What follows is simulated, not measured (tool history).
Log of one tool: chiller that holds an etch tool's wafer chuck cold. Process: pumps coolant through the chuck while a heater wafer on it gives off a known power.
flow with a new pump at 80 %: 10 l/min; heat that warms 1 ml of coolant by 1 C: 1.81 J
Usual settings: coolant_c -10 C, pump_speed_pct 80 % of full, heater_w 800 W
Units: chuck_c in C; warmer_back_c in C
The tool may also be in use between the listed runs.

run   hour  coolant_c  pump_speed_pct  heater_w  chuck_c  warmer_back_c
  1      0        -10              80       800     -3.3           2.65
  2   15.8        -10              80       800     -3.3           2.69
  3   46.3        -10              80       800     -3.4           2.71
  4   70.2        -10              80       800     -3.2           2.69
  5   90.1        -10              80       800     -3.3           2.74
  6  103.5        -10              80       800     -3.4           2.63
  7  123.3        -10              80       800     -3.3           2.72
  8    155        -12              80       800     -5.3           2.74
  9  184.9        -10              80       595     -4.9              2
 10  201.5        -10              80       800     -3.4           2.68
 11  231.4        -10              80       800     -3.2           2.74
 12  259.8        -10              80       800     -3.3           2.71
 13  279.5        -10              80       800     -3.3           2.74
 14  296.1         -1              67       431      3.3           1.76
     298.9  -- chiller's thermometer calibrated
 15  313.9         -1              89       527      2.9           1.63
 16  333.4        -10              75      1105        0           4.03

The next listed run, before its measurement:
 17  360.4        -10              62       800        ?              ?

Run 17 gave chuck_c -1.5 C, warmer_back_c 3.52 C.
Without the tool's hidden state the same run would have given chuck_c -1.8 C, warmer_back_c 3.45 C.
